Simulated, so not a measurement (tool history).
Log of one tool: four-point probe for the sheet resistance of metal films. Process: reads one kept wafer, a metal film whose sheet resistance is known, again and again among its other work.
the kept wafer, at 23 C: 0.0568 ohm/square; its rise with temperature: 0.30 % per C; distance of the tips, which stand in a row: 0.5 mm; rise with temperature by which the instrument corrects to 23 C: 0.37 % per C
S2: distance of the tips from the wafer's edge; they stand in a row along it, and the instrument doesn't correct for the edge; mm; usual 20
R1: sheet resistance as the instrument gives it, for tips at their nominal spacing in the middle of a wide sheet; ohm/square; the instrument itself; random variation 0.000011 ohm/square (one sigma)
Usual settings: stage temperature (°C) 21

Run 1, day 0.000: usual settings. Result: R1 0.056934 ohm/square.
Run 2, day 1.812: usual settings. Result: R1 0.056934 ohm/square.
Run 3, day 2.942: usual settings. Result: R1 0.056909 ohm/square.
Run 4, day 5.200: usual settings. Result: R1 0.056903 ohm/square.
Run 5, day 6.550: usual settings. Result: R1 0.056909 ohm/square.
Run 6, day 8.683: usual settings but stage temperature (°C) 23. Result: R1 0.056805 ohm/square.
Run 7, day 9.862: usual settings but stage temperature (°C) 23. Result: R1 0.056811 ohm/square.
Run 8, day 11.004: usual settings but stage temperature (°C) 23, S2 26 mm. Result: R1 0.056803 ohm/square.
Run 9, day 12.675: usual settings. Result: R1 0.056880 ohm/square.
Run 10, day 14.425: usual settings. Result: R1 0.056868 ohm/square.
Run 11, day 15.812: usual settings. Result: R1 0.056860 ohm/square.
Run 12, day 17.279: usual settings. Result: R1 0.056876 ohm/square.
Run 13, day 19.292: usual settings. Result: R1 0.056837 ohm/square.
Run 14, day 21.562: usual settings but stage temperature (°C) 19. Result: R1 0.056947 ohm/square.
Run 15, day 22.862: usual settings but stage temperature (°C) 19, S2 43 mm. Result: R1 0.056939 ohm/square.
At day 23.058: stage's thermometer calibrated.
Run 16, day 24.488: usual settings but stage temperature (°C) 24, S2 14 mm. Result: R1 0.056693 ohm/square.
Run 17, day 25.538: usual settings but stage temperature (°C) 18, S2 52 mm. Result: R1 0.056936 ohm/square.
At day 26.508: stage's thermometer calibrated, once more.
Run 18, day 26.508: usual settings but stage temperature (°C) 20, S2 8 mm. Result: R1 0.057046 ohm/square.
Run 19, day 28.646: usual settings but stage temperature (°C) 20, S2 8 mm. Result: R1 0.057061 ohm/square.
Run 20, day 30.538: usual settings but stage temperature (°C) 20, S2 8 mm. Result: R1 0.057038 ohm/square.
Run 21, day 32.546: usual settings but stage temperature (°C) 35, S2 58 mm. Result: R1 0.056322 ohm/square.

Run 22 comes next. What will it give?
Run 22, day 34.846: usual settings but S2 22 mm. Result: R1 ?.

R1: 0.056872 ohm/square
Without the tool's hidden state the same run would have given R1 0.056883 ohm/square.
